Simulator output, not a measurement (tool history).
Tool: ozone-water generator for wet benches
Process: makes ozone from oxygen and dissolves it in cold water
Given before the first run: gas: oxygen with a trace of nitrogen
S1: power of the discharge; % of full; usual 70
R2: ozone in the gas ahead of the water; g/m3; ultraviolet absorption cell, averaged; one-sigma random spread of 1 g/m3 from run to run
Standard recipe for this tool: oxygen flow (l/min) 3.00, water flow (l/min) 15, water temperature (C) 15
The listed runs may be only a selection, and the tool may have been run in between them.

Run 1, day 0.000: usual settings. Result: dissolved ozone (ppm) 15.2, R2 172.3 g/m3.
Run 2, day 1.779: usual settings. Result: dissolved ozone (ppm) 15.3, R2 172.8 g/m3.
Run 3, day 5.088: usual settings but water flow (l/min) 11. Result: dissolved ozone (ppm) 20.0, R2 172.6 g/m3.
Run 4, day 6.588: usual settings but water flow (l/min) 11. Result: dissolved ozone (ppm) 20.0, R2 171.8 g/m3.
Run 5, day 8.596: usual settings but water flow (l/min) 11. Result: dissolved ozone (ppm) 20.0, R2 172.0 g/m3.
Run 6, day 11.771: usual settings. Result: dissolved ozone (ppm) 15.2, R2 171.9 g/m3.
Run 7, day 13.754: usual settings. Result: dissolved ozone (ppm) 15.3, R2 171.2 g/m3.
Run 8, day 17.283: usual settings. Result: dissolved ozone (ppm) 15.2, R2 173.4 g/m3.
Run 9, day 19.850: usual settings. Result: dissolved ozone (ppm) 15.2, R2 171.4 g/m3.
Run 10, day 21.996: usual settings. Result: dissolved ozone (ppm) 15.3, R2 172.6 g/m3.
Run 11, day 24.979: usual settings. Result: dissolved ozone (ppm) 14.9, R2 172.8 g/m3.
Run 12, day 27.096: usual settings. Result: dissolved ozone (ppm) 15.2, R2 171.7 g/m3.
Run 13, day 29.654: usual settings. Result: dissolved ozone (ppm) 15.2, R2 171.6 g/m3.
Run 14, day 31.483: usual settings but S1 72 % of full, water temperature (C) 17. Result: dissolved ozone (ppm) 15.1, R2 174.0 g/m3.
Run 15, day 34.679: usual settings but S1 75 % of full, water flow (l/min) 16, water temperature (C) 17. Result: dissolved ozone (ppm) 14.7, R2 177.1 g/m3.
Run 16, day 38.288: usual settings but S1 75 % of full, oxygen flow (l/min) 4.32, water flow (l/min) 16, water temperature (C) 21. Result: dissolved ozone (ppm) 13.7, R2 145.8 g/m3.
Run 17, day 40.942: usual settings but S1 75 % of full, oxygen flow (l/min) 4.32, water flow (l/min) 16, water temperature (C) 21. Result: dissolved ozone (ppm) 13.9, R2 145.2 g/m3.
Run 18, day 43.100: usual settings but water flow (l/min) 20, water temperature (C) 10. Result: dissolved ozone (ppm) 11.9, R2 170.8 g/m3.
Run 19, day 45.938: usual settings but water temperature (C) 10. Result: dissolved ozone (ppm) 16.1, R2 169.6 g/m3.
Run 20, day 47.404: usual settings but S1 75 % of full, oxygen flow (l/min) 2.27, water temperature (C) 8. Result: dissolved ozone (ppm) 16.3, R2 208.8 g/m3.
Run 21, day 50.933: usual settings but S1 75 % of full, oxygen flow (l/min) 3.55, water temperature (C) 8. Result: dissolved ozone (ppm) 17.2, R2 163.3 g/m3.
Run 22, day 52.929: usual settings but S1 67 % of full, water flow (l/min) 16. Result: dissolved ozone (ppm) 13.8, R2 165.6 g/m3.
Run 23, day 55.004: usual settings but S1 67 % of full, water flow (l/min) 16. Result: dissolved ozone (ppm) 13.8, R2 166.6 g/m3.
Run 24, day 57.921: usual settings but S1 53 % of full, water flow (l/min) 16. Result: dissolved ozone (ppm) 12.1, R2 145.5 g/m3.
Run 25, day 59.658: usual settings but S1 68 % of full, oxygen flow (l/min) 3.07, water flow (l/min) 14, water temperature (C) 21. Result: dissolved ozone (ppm) 14.8, R2 163.9 g/m3.

What if the next run were any one of these 3? Each begins from the tool's condition after run 25:
Run A, day 61.954: usual settings but S1 68 % of full, oxygen flow (l/min) 3.07, water flow (l/min) 22, water temperature (C) 12. Result: dissolved ozone (ppm) ?, R2 ?.
Run B, day 61.954: usual settings but S1 68 % of full, oxygen flow (l/min) 2.80, water flow (l/min) 14, water temperature (C) 21. Result: dissolved ozone (ppm) ?, R2 ?.
Run C, day 61.954: usual settings but S1 68 % of full, oxygen flow (l/min) 2.28, water flow (l/min) 14, water temperature (C) 21. Result: dissolved ozone (ppm) ?, R2 ?.

run  dissolved ozone (ppm)     R2
  A                   10.6  164.8
  B                   14.8  172.7
  C                   14.6  196.5
Had the tool no hidden state, the same runs would have come out as:
run  dissolved ozone (ppm)     R2
  A                   10.6  168.2
  B                   14.8  176.2
  C                   14.6  200.5
